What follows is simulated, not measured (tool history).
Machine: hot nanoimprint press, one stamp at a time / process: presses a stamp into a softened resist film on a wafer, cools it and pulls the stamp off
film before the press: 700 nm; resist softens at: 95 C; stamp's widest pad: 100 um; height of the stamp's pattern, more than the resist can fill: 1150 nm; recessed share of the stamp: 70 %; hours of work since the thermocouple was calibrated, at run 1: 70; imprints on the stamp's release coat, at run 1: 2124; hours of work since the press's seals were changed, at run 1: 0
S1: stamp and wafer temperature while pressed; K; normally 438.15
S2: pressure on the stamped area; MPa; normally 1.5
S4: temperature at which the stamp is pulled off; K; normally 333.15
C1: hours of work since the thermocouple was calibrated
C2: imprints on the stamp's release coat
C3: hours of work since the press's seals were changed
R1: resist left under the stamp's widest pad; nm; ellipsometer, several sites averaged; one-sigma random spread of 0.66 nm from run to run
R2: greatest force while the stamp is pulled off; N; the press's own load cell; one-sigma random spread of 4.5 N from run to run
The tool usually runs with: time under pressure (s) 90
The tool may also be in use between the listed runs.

{"run": 1, "hour": 0.0, "S1": 438.15, "S2": 1.5, "time under pressure (s)": 90, "S4": 333.15, "C1": 70, "C2": 2124, "C3": 0, "R1": 264.5, "R2": 296}
{"run": 2, "hour": 42.1, "S1": 438.15, "S2": 1.5, "time under pressure (s)": 90, "S4": 333.15, "C1": 102, "C2": 2378, "C3": 32, "R1": 264.1, "R2": 299}
{"hour": 56.3, "done": "stamp cleaned and given a new release coat"}
{"run": 3, "hour": 89.4, "S1": 441.15, "S2": 1.5, "time under pressure (s)": 90, "S4": 333.15, "C1": 133, "C2": 199, "C3": 63, "R1": 241.6, "R2": 230}
{"run": 4, "hour": 124.3, "S1": 441.15, "S2": 1.5, "time under pressure (s)": 90, "S4": 333.15, "C1": 160, "C2": 410, "C3": 89, "R1": 241.9, "R2": 239}
{"run": 5, "hour": 145.8, "S1": 438.15, "S2": 1.5, "time under pressure (s)": 90, "S4": 333.15, "C1": 176, "C2": 539, "C3": 106, "R1": 263.1, "R2": 240}
{"run": 6, "hour": 175.8, "S1": 438.15, "S2": 1.5, "time under pressure (s)": 90, "S4": 333.15, "C1": 199, "C2": 720, "C3": 128, "R1": 261.9, "R2": 239}
{"run": 7, "hour": 214.7, "S1": 438.15, "S2": 1.5, "time under pressure (s)": 90, "S4": 333.15, "C1": 228, "C2": 954, "C3": 158, "R1": 262, "R2": 255}
{"run": 8, "hour": 236.0, "S1": 438.15, "S2": 1.5, "time under pressure (s)": 90, "S4": 333.15, "C1": 244, "C2": 1082, "C3": 174, "R1": 262.4, "R2": 255}
{"run": 9, "hour": 264.4, "S1": 438.15, "S2": 1.5, "time under pressure (s)": 90, "S4": 333.15, "C1": 266, "C2": 1253, "C3": 195, "R1": 260.6, "R2": 258}
{"run": 10, "hour": 300.6, "S1": 438.15, "S2": 1.5, "time under pressure (s)": 90, "S4": 333.15, "C1": 293, "C2": 1471, "C3": 223, "R1": 261.6, "R2": 263}
{"run": 11, "hour": 329.7, "S1": 432.15, "S2": 1.5, "time under pressure (s)": 90, "S4": 333.15, "C1": 315, "C2": 1647, "C3": 245, "R1": 312.1, "R2": 273}
{"run": 12, "hour": 354.2, "S1": 438.15, "S2": 1.5, "time under pressure (s)": 90, "S4": 333.15, "C1": 334, "C2": 1794, "C3": 263, "R1": 260.3, "R2": 274}
{"run": 13, "hour": 387.7, "S1": 438.15, "S2": 1.5, "time under pressure (s)": 90, "S4": 333.15, "C1": 359, "C2": 1995, "C3": 289, "R1": 260.8, "R2": 292}
{"hour": 392.6, "done": "plate thermocouple calibrated"}
{"run": 14, "hour": 409.8, "S1": 438.15, "S2": 1.5, "time under pressure (s)": 90, "S4": 333.15, "C1": 13, "C2": 2111, "C3": 303, "R1": 258.3, "R2": 288}
{"run": 15, "hour": 429.2, "S1": 438.15, "S2": 1.5, "time under pressure (s)": 90, "S4": 340.15, "C1": 28, "C2": 2227, "C3": 318, "R1": 258.2, "R2": 291}
{"hour": 465.2, "done": "stamp cleaned and given a new release coat"}
{"run": 16, "hour": 478.7, "S1": 438.15, "S2": 1.5, "time under pressure (s)": 90, "S4": 333.15, "C1": 61, "C2": 82, "C3": 351, "R1": 258.7, "R2": 219}
{"run": 17, "hour": 497.3, "S1": 438.15, "S2": 1.27, "time under pressure (s)": 129, "S4": 333.15, "C1": 75, "C2": 194, "C3": 365, "R1": 241.3, "R2": 232}
{"run": 18, "hour": 524.3, "S1": 448.15, "S2": 1.5, "time under pressure (s)": 49, "S4": 333.15, "C1": 95, "C2": 356, "C3": 385, "R1": 253.1, "R2": 226}
{"run": 19, "hour": 566.3, "S1": 438.15, "S2": 1.36, "time under pressure (s)": 98, "S4": 333.15, "C1": 127, "C2": 609, "C3": 417, "R1": 261.5, "R2": 239}
{"run": 20, "hour": 605.3, "S1": 427.15, "S2": 0.91, "time under pressure (s)": 90, "S4": 327.15, "C1": 156, "C2": 844, "C3": 446, "R1": 432.5, "R2": 248}
{"hour": 616.8, "done": "plate thermocouple calibrated, once more"}
{"run": 21, "hour": 646.0, "S1": 438.15, "S2": 1.5, "time under pressure (s)": 56, "S4": 341.15, "C1": 22, "C2": 1071, "C3": 475, "R1": 322.1, "R2": 246}
{"run": 22, "hour": 679.2, "S1": 434.15, "S2": 0.98, "time under pressure (s)": 155, "S4": 323.15, "C1": 47, "C2": 1271, "C3": 500, "R1": 298.2, "R2": 292}
{"run": 23, "hour": 722.5, "S1": 434.15, "S2": 0.98, "time under pressure (s)": 155, "S4": 323.15, "C1": 80, "C2": 1532, "C3": 533, "R1": 296.7, "R2": 303}
{"run": 24, "hour": 744.8, "S1": 434.15, "S2": 0.98, "time under pressure (s)": 155, "S4": 323.15, "C1": 97, "C2": 1666, "C3": 549, "R1": 297, "R2": 291}
{"run": 25, "hour": 766.0, "S1": 428.15, "S2": 1.96, "time under pressure (s)": 50, "S4": 328.15, "C1": 113, "C2": 1793, "C3": 565, "R1": 394, "R2": 294}
{"run": 26, "hour": 809.5, "S1": 428.15, "S2": 1.04, "time under pressure (s)": 71, "S4": 328.15, "C1": 146, "C2": 2055, "C3": 598, "R1": 442.9, "R2": 312}
{"run": 27, "hour": 853.3, "S1": 428.15, "S2": 1.04, "time under pressure (s)": 71, "S4": 328.15, "C1": 179, "C2": 2319, "C3": 631, "R1": 443.8, "R2": 320}
{"hour": 875.0, "done": "stamp cleaned and given a new release coat"}
{"run": 28, "hour": 898.5, "S1": 427.15, "S2": 1.04, "time under pressure (s)": 71, "S4": 319.15, "C1": 208, "C2": 141, "C3": 661, "R1": 454.2, "R2": 235}
{"run": 29, "hour": 918.1, "S1": 427.15, "S2": 0.99, "time under pressure (s)": 71, "S4": 319.15, "C1": 223, "C2": 259, "C3": 676, "R1": 462, "R2": 248}
{"run": 30, "hour": 944.2, "S1": 435.15, "S2": 0.99, "time under pressure (s)": 52, "S4": 319.15, "C1": 243, "C2": 416, "C3": 696, "R1": 416.2, "R2": 260}
{"run": 31, "hour": 966.5, "S1": 447.15, "S2": 1.5, "time under pressure (s)": 68, "S4": 336.15, "C1": 260, "C2": 550, "C3": 713, "R1": 233.3, "R2": 238}

Each row is a separate what-if for the run after 31, all from the same tool condition, not one after another. Results?
{"run": "A", "hour": 1001.8, "S1": 437.15, "S2": 1.5, "time under pressure (s)": 70, "S4": 333.15, "C1": 287, "C2": 763, "C3": 739, "R1": "?", "R2": "?"}
{"run": "B", "hour": 1001.8, "S1": 447.15, "S2": 1.5, "time under pressure (s)": 68, "S4": 332.15, "C1": 287, "C2": 763, "C3": 739, "R1": "?", "R2": "?"}
{"run": "C", "hour": 1001.8, "S1": 438.15, "S2": 1.5, "time under pressure (s)": 128, "S4": 333.15, "C1": 287, "C2": 763, "C3": 739, "R1": "?", "R2": "?"}

run=A R1=301.1 R2=239
run=B R1=234 R2=245
run=C R1=230.6 R2=253
With the hidden condition removed and each run's random variation left untouched, the same runs would have given:
run=A R1=300.9 R2=214
run=B R1=233.2 R2=219
run=C R1=230.4 R2=226
